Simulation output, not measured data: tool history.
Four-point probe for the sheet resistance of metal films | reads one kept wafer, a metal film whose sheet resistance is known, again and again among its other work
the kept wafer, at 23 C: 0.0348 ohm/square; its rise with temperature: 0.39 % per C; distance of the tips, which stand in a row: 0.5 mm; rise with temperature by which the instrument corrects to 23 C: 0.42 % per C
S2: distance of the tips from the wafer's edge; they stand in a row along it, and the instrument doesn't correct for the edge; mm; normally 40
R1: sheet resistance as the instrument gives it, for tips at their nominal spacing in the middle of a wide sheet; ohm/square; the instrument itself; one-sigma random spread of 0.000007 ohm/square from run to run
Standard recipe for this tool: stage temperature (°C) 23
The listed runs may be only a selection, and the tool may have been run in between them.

{"run": 1, "day": 0.0, "stage temperature (°C)": 23, "S2": 40, "R1": 0.035}
{"run": 2, "day": 0.654, "stage temperature (°C)": 23, "S2": 40, "R1": 0.035001}
{"run": 3, "day": 0.946, "stage temperature (°C)": 23, "S2": 40, "R1": 0.035007}
{"run": 4, "day": 1.254, "stage temperature (°C)": 23, "S2": 40, "R1": 0.035006}
{"run": 5, "day": 1.708, "stage temperature (°C)": 23, "S2": 40, "R1": 0.035003}
{"run": 6, "day": 2.308, "stage temperature (°C)": 19, "S2": 40, "R1": 0.035055}
{"run": 7, "day": 2.654, "stage temperature (°C)": 19, "S2": 40, "R1": 0.035044}
{"run": 8, "day": 3.225, "stage temperature (°C)": 19, "S2": 40, "R1": 0.035063}
{"run": 9, "day": 3.508, "stage temperature (°C)": 19, "S2": 40, "R1": 0.035055}
{"run": 10, "day": 3.858, "stage temperature (°C)": 19, "S2": 40, "R1": 0.035049}
{"run": 11, "day": 4.542, "stage temperature (°C)": 19, "S2": 40, "R1": 0.035071}
{"run": 12, "day": 5.229, "stage temperature (°C)": 19, "S2": 40, "R1": 0.035056}
{"run": 13, "day": 5.579, "stage temperature (°C)": 19, "S2": 40, "R1": 0.035061}
{"run": 14, "day": 5.992, "stage temperature (°C)": 19, "S2": 40, "R1": 0.035073}
{"run": 15, "day": 6.454, "stage temperature (°C)": 19, "S2": 40, "R1": 0.035075}
{"run": 16, "day": 6.738, "stage temperature (°C)": 32, "S2": 55, "R1": 0.034934}
{"run": 17, "day": 7.275, "stage temperature (°C)": 32, "S2": 55, "R1": 0.034939}
{"run": 18, "day": 7.829, "stage temperature (°C)": 32, "S2": 55, "R1": 0.034942}
{"run": 19, "day": 8.138, "stage temperature (°C)": 27, "S2": 38, "R1": 0.034975}
{"run": 20, "day": 8.783, "stage temperature (°C)": 20, "S2": 40, "R1": 0.035078}
{"run": 21, "day": 9.35, "stage temperature (°C)": 23, "S2": 25, "R1": 0.035041}
{"run": 22, "day": 9.717, "stage temperature (°C)": 18, "S2": 8, "R1": 0.035157}
{"run": 23, "day": 10.017, "stage temperature (°C)": 32, "S2": 40, "R1": 0.034948}
{"run": 24, "day": 10.333, "stage temperature (°C)": 32, "S2": 11, "R1": 0.034979}
{"run": 25, "day": 10.75, "stage temperature (°C)": 35, "S2": 59, "R1": 0.034919}

The next listed run, before its measurement:
{"run": 26, "day": 11.146, "stage temperature (°C)": 35, "S2": 59, "R1": "?"}

R1: 0.034909 ohm/square
Were there no unlogged condition in the tool, this run, its random variation unchanged, would have produced R1 0.034672 ohm/square.
